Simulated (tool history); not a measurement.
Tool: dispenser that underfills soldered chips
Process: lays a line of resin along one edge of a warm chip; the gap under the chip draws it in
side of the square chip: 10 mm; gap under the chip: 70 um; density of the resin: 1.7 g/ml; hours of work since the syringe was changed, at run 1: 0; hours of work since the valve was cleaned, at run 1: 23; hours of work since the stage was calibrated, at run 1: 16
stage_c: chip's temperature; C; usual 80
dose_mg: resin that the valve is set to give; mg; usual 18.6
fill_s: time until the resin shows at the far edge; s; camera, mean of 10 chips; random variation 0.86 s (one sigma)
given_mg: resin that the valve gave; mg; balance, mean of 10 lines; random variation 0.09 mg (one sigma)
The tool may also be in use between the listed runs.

run,hour,stage_c,dose_mg,hours of work since the syringe was changed,hours of work since the valve was cleaned,hours of work since the stage was calibrated,fill_s,given_mg
1,0.0,80,18.6,0,23,16,82.0,18.34
2,3.3,80,18.3,2,25,19,96.4,18.03
3,5.7,80,18.3,4,27,20,108.1,18.08
4,8.3,80,23.4,6,29,22,122.7,23.08
5,10.8,76,18.6,7,30,24,168.6,18.36
6,14.1,80,18.6,10,33,26,169.0,18.35
# hour 15.6: new syringe of resin
7,17.6,80,18.6,1,35,28,91.5,18.20
8,19.8,80,18.6,3,36,30,99.7,18.29
9,24.2,80,18.6,6,39,33,123.1,18.25
10,27.0,80,18.6,8,41,34,145.1,18.25
11,29.1,80,18.6,9,43,36,160.3,18.18
# hour 31.4: new syringe of resin
12,33.0,80,18.6,1,45,38,87.8,18.16
13,34.9,80,18.6,2,47,40,97.8,18.10
14,37.4,85,18.6,4,48,41,90.5,18.13
15,39.5,85,18.6,6,50,43,100.8,17.93
16,43.1,85,19.4,8,52,45,124.2,18.86
17,45.4,80,18.6,10,54,47,169.5,18.11
# hour 47.3: new syringe of resin
18,48.4,80,21.3,1,55,49,84.3,20.56
19,52.9,66,15.8,4,59,52,207.4,15.30
20,56.5,66,15.8,6,61,54,245.5,15.35
21,59.6,92,20.1,8,63,56,96.3,19.38
22,62.4,92,20.1,10,65,58,108.1,19.42
# hour 63.1: new syringe of resin
23,66.9,73,22.8,3,68,61,132.4,22.00
24,71.2,73,22.8,6,71,64,161.2,22.01
25,74.3,85,22.8,8,73,66,115.6,22.21
# hour 78.8: new syringe of resin
26,78.9,76,19.7,0,76,69,93.2,19.03
27,82.7,90,22.2,3,78,72,65.8,21.15
28,85.2,90,22.2,4,80,73,74.7,21.15
29,88.4,92,21.3,7,82,75,81.0,20.28
30,90.6,84,18.3,8,84,77,125.3,17.50
# hour 94.4: new syringe of resin
31,94.5,72,23.2,0,86,79,108.3,22.00
32,98.8,67,21.2,3,89,82,172.1,20.39
33,101.1,67,21.2,5,91,84,193.9,20.07
34,105.7,85,21.2,8,94,87,118.7,20.24
# hour 110.1: new syringe of resin
35,110.1,71,18.3,0,97,90,121.4,17.39
36,114.0,77,20.0,3,99,93,114.0,19.02

4 ways to go on from here, each from the tool as it stands after run 36. What would each give?
A,118.0,68,20.0,5,102,95,?,?
B,118.0,74,17.6,5,102,95,?,?
C,118.0,68,16.1,5,102,95,?,?
D,118.0,80,17.0,5,102,95,?,?

run,fill_s,given_mg
A,206.4,18.80
B,161.7,16.55
C,213.9,15.20
D,128.3,16.08
Without the tool's hidden state the same runs would have given:
run,fill_s,given_mg
A,133.6,19.87
B,104.2,17.49
C,137.2,16.07
D,82.3,16.99

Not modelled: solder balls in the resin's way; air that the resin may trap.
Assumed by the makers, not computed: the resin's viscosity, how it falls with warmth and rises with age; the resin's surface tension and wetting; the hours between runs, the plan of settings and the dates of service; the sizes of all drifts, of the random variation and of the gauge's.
